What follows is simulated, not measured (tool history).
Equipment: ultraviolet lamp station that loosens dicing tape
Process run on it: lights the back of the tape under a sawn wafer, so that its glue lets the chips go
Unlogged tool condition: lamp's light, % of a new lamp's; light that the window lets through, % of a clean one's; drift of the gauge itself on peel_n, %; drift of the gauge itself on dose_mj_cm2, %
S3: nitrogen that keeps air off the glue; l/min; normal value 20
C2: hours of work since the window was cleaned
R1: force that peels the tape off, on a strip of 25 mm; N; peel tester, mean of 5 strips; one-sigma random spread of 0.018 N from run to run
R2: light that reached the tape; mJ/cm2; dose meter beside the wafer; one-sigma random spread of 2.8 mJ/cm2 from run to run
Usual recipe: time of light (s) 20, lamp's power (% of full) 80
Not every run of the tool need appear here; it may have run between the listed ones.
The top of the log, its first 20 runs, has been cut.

Run 21, hour 443.8: usual settings; hours of work of the lamp 296; C2 71. Result: R1 0.834 N, R2 383 mJ/cm2.
Run 22, hour 477: usual settings; hours of work of the lamp 321; C2 96. Result: R1 0.843 N, R2 381 mJ/cm2.
Run 23, hour 503.1: usual settings; hours of work of the lamp 341; C2 116. Result: R1 0.901 N, R2 384 mJ/cm2.
Run 24, hour 527: usual settings but time of light (s) 33, lamp's power (% of full) 62, S3 16 l/min; hours of work of the lamp 359; C2 134. Result: R1 0.584 N, R2 487 mJ/cm2.
Run 25, hour 560.4: usual settings but time of light (s) 33, lamp's power (% of full) 92, S3 16 l/min; hours of work of the lamp 384; C2 160. Result: R1 0.255 N, R2 725 mJ/cm2.
Run 26, hour 578.6: usual settings but time of light (s) 18, lamp's power (% of full) 71, S3 6 l/min; hours of work of the lamp 398; C2 173. Result: R1 2.428 N, R2 306 mJ/cm2.
Run 27, hour 610.4: usual settings but time of light (s) 22, lamp's power (% of full) 64, S3 6 l/min; hours of work of the lamp 422; C2 197. Result: R1 2.11 N, R2 340 mJ/cm2.
Run 28, hour 642.4: usual settings but time of light (s) 17, lamp's power (% of full) 84, S3 39 l/min; hours of work of the lamp 447; C2 222. Result: R1 0.802 N, R2 341 mJ/cm2.
Run 29, hour 661.4: usual settings but time of light (s) 17, lamp's power (% of full) 74, S3 39 l/min; hours of work of the lamp 461; C2 236. Result: R1 1.089 N, R2 298 mJ/cm2.
Run 30, hour 677.4: usual settings but lamp's power (% of full) 60, S3 12 l/min; hours of work of the lamp 473; C2 248. Result: R1 1.95 N, R2 291 mJ/cm2.
Run 31, hour 695.7: usual settings but lamp's power (% of full) 60, S3 12 l/min; hours of work of the lamp 487; C2 262. Result: R1 1.997 N, R2 286 mJ/cm2.
Run 32, hour 725.8: usual settings but time of light (s) 26, S3 8 l/min; hours of work of the lamp 510; C2 285. Result: R1 0.906 N, R2 500 mJ/cm2.
Run 33, hour 748.2: usual settings but time of light (s) 26, lamp's power (% of full) 63, S3 9 l/min; hours of work of the lamp 527; C2 302. Result: R1 1.302 N, R2 393 mJ/cm2.
At hour 770.2: window cleaned of glue's vapour.
Run 34, hour 776.2: usual settings but time of light (s) 21, lamp's power (% of full) 95, S3 14 l/min; hours of work of the lamp 548; C2 5. Result: R1 0.683 N, R2 474 mJ/cm2.
Run 35, hour 798.8: usual settings but time of light (s) 21, lamp's power (% of full) 95, S3 14 l/min; hours of work of the lamp 565; C2 22. Result: R1 0.652 N, R2 472 mJ/cm2.
Run 36, hour 823.4: usual settings but time of light (s) 21, lamp's power (% of full) 61, S3 35 l/min; hours of work of the lamp 584; C2 40. Result: R1 1.115 N, R2 308 mJ/cm2.
Run 37, hour 850.9: usual settings but time of light (s) 13, lamp's power (% of full) 63, S3 33 l/min; hours of work of the lamp 604; C2 61. Result: R1 2.39 N, R2 198 mJ/cm2.
Run 38, hour 878.7: usual settings but time of light (s) 14, lamp's power (% of full) 63, S3 16 l/min; hours of work of the lamp 625; C2 82. Result: R1 2.728 N, R2 213 mJ/cm2.
Run 39, hour 898.4: usual settings but time of light (s) 38, S3 25 l/min; hours of work of the lamp 640; C2 97. Result: R1 0.199 N, R2 733 mJ/cm2.
Run 40, hour 927.6: usual settings but time of light (s) 38, lamp's power (% of full) 68, S3 36 l/min; hours of work of the lamp 663; C2 119. Result: R1 0.254 N, R2 621 mJ/cm2.
Run 41, hour 957.6: usual settings but time of light (s) 38, lamp's power (% of full) 68, S3 36 l/min; hours of work of the lamp 685; C2 142. Result: R1 0.233 N, R2 622 mJ/cm2.
Run 42, hour 975.3: usual settings but time of light (s) 27, lamp's power (% of full) 83, S3 16 l/min; hours of work of the lamp 699; C2 156. Result: R1 0.465 N, R2 537 mJ/cm2.
Run 43, hour 1006.6: usual settings but time of light (s) 30, lamp's power (% of full) 69; hours of work of the lamp 722; C2 179. Result: R1 0.499 N, R2 496 mJ/cm2.

3 ways to go on from here, each from the tool as it stands after run 43. What would each give?
Run A, hour 1025.4: usual settings but time of light (s) 13, lamp's power (% of full) 69, S3 12 l/min; hours of work of the lamp 737; C2 194. Result: R1 ?, R2 ?.
Run B, hour 1025.4: usual settings but time of light (s) 11, lamp's power (% of full) 96, S3 31 l/min; hours of work of the lamp 737; C2 194. Result: R1 ?, R2 ?.
Run C, hour 1025.4: usual settings but time of light (s) 35, lamp's power (% of full) 76, S3 22 l/min; hours of work of the lamp 737; C2 194. Result: R1 ?, R2 ?.

run     R1   R2
  A   2.97  213
  B   1.64  250
  C  0.273  630
Had the tool no hidden state, the same runs would have come out as:
run     R1   R2
  A  2.964  214
  B  1.636  250
  C  0.272  631

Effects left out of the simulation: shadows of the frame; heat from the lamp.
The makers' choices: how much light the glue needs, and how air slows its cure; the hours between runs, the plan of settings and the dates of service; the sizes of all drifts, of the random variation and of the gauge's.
